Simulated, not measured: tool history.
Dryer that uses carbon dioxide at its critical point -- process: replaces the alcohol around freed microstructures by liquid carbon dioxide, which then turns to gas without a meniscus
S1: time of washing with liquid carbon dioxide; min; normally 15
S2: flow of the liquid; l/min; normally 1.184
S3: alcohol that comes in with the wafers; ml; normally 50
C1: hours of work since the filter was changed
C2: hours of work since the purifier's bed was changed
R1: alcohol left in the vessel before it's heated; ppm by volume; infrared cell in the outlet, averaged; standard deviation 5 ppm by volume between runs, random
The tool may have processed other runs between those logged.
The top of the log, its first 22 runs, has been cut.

| run | hour | S1 | S2 | S3 | C1 | C2 | R1 |
|---|---|---|---|---|---|---|---|
| 23 | 552.0 | 18 | 1.540 | 115 | 170 | 562 | 110 |
| 24 | 583.4 | 18 | 1.540 | 115 | 180 | 572 | 115 |
| 25 | 617.0 | 18 | 1.540 | 115 | 190 | 582 | 129 |
| 26 | 652.0 | 13 | 1.770 | 55 | 200 | 592 | 130 |
| 27 | 686.0 | 13 | 1.770 | 37 | 211 | 603 | 132 |
| 28 | 707.5 | 18 | 0.880 | 113 | 217 | 609 | 317 |
| 29 | 740.3 | 13 | 0.880 | 42 | 227 | 619 | 466 |
| 30 | 768.1 | 22 | 1.260 | 115 | 235 | 627 | 134 |
|  | 776.5 | inlet filter changed |
| 31 | 789.9 | 15 | 1.270 | 50 | 4 | 634 | 161 |
| 32 | 810.4 | 22 | 1.430 | 50 | 10 | 640 | 130 |
| 33 | 830.5 | 20 | 1.780 | 50 | 16 | 646 | 130 |
| 34 | 860.8 | 18 | 1.184 | 115 | 25 | 655 | 148 |
| 35 | 896.7 | 18 | 1.184 | 115 | 36 | 666 | 149 |
| 36 | 916.0 | 10 | 1.440 | 50 | 42 | 672 | 252 |

4 ways to go on from here, each from the tool as it stands after run 36. What would each give?
| A | 950.8 | 13 | 1.920 | 52 | 53 | 682 | ? |
| B | 950.8 | 15 | 0.850 | 50 | 53 | 682 | ? |
| C | 950.8 | 16 | 0.740 | 36 | 53 | 682 | ? |
| D | 950.8 | 10 | 1.510 | 28 | 53 | 682 | ? |

| run | R1 |
|---|---|
| A | 141 |
| B | 345 |
| C | 350 |
| D | 177 |
Had the tool no hidden state, the same runs would have come out as:
| run | R1 |
|---|---|
| A | 9 |
| B | 194 |
| C | 203 |
| D | 44 |
